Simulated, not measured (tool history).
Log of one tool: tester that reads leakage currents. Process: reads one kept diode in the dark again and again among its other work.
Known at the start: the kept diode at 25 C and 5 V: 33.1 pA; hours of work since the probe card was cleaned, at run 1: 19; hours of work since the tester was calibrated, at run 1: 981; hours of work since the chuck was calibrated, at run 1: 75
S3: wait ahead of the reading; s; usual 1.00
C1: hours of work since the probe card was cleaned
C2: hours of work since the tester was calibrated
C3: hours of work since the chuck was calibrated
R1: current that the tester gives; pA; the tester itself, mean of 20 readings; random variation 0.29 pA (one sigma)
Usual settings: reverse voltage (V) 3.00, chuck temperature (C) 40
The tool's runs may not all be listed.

run 1 day=0.000 | reverse_voltage_(V)=3.00 chuck_temperature_(C)=40 S3=1.00 | C1=19 C2=981 C3=75 | R1=99.27
run 2 day=1.417 | reverse_voltage_(V)=3.00 chuck_temperature_(C)=32 S3=1.00 | C1=35 C2=997 C3=91 | R1=49.41
run 3 day=4.129 | reverse_voltage_(V)=3.00 chuck_temperature_(C)=32 S3=1.00 | C1=67 C2=1029 C3=123 | R1=49.25
run 4 day=6.692 | reverse_voltage_(V)=3.00 chuck_temperature_(C)=32 S3=1.00 | C1=96 C2=1058 C3=153 | R1=49.20
run 5 day=9.300 | reverse_voltage_(V)=3.00 chuck_temperature_(C)=32 S3=1.00 | C1=127 C2=1089 C3=183 | R1=49.46
run 6 day=11.633 | reverse_voltage_(V)=3.00 chuck_temperature_(C)=30 S3=1.00 | C1=154 C2=1116 C3=210 | R1=41.49
run 7 day=14.029 | reverse_voltage_(V)=3.00 chuck_temperature_(C)=30 S3=1.00 | C1=182 C2=1144 C3=238 | R1=41.49
run 8 day=16.642 | reverse_voltage_(V)=3.00 chuck_temperature_(C)=30 S3=1.00 | C1=212 C2=1174 C3=268 | R1=41.64
run 9 day=18.317 | reverse_voltage_(V)=3.00 chuck_temperature_(C)=40 S3=1.00 | C1=231 C2=1194 C3=288 | R1=101.03
run 10 day=19.508 | reverse_voltage_(V)=3.00 chuck_temperature_(C)=29 S3=1.00 | C1=245 C2=1207 C3=301 | R1=38.29
-- day=19.725 tester calibrated
run 11 day=22.304 | reverse_voltage_(V)=3.00 chuck_temperature_(C)=29 S3=1.00 | C1=277 C2=30 C3=333 | R1=38.26
run 12 day=23.721 | reverse_voltage_(V)=3.00 chuck_temperature_(C)=29 S3=1.00 | C1=293 C2=46 C3=349 | R1=38.61
run 13 day=25.354 | reverse_voltage_(V)=6.27 chuck_temperature_(C)=20 S3=8.36 | C1=312 C2=65 C3=368 | R1=25.37
-- day=26.404 tester calibrated, once more
run 14 day=27.454 | reverse_voltage_(V)=6.27 chuck_temperature_(C)=20 S3=1.56 | C1=336 C2=12 C3=392 | R1=25.70
run 15 day=28.662 | reverse_voltage_(V)=6.27 chuck_temperature_(C)=20 S3=1.56 | C1=350 C2=26 C3=406 | R1=25.88
run 16 day=29.833 | reverse_voltage_(V)=5.03 chuck_temperature_(C)=40 S3=0.47 | C1=363 C2=40 C3=419 | R1=138.65
run 17 day=31.021 | reverse_voltage_(V)=5.03 chuck_temperature_(C)=40 S3=0.47 | C1=377 C2=54 C3=433 | R1=138.61
run 18 day=33.571 | reverse_voltage_(V)=7.75 chuck_temperature_(C)=40 S3=6.14 | C1=407 C2=83 C3=463 | R1=176.86

Hidden state or all else? Some run-to-run changes of R1, split into what the settings, what came in and random variation would give without the hidden state, and what is left for the hidden state (with any gauge scatter that isn't in both results):
The hidden state here: stray current of the dirty probe card, pA a volt; current scale over the true one, %; true chuck temperature over the reading, C; drift of the gauge itself on leakage_pa, %.
Run 15 -> 16: reverse voltage (V) 6.27 -> 5.03, chuck temperature (C) 20 -> 40, S3 1.56 -> 0.47. R1 +112.77 pA: hidden state +4.49, all else +108.28.
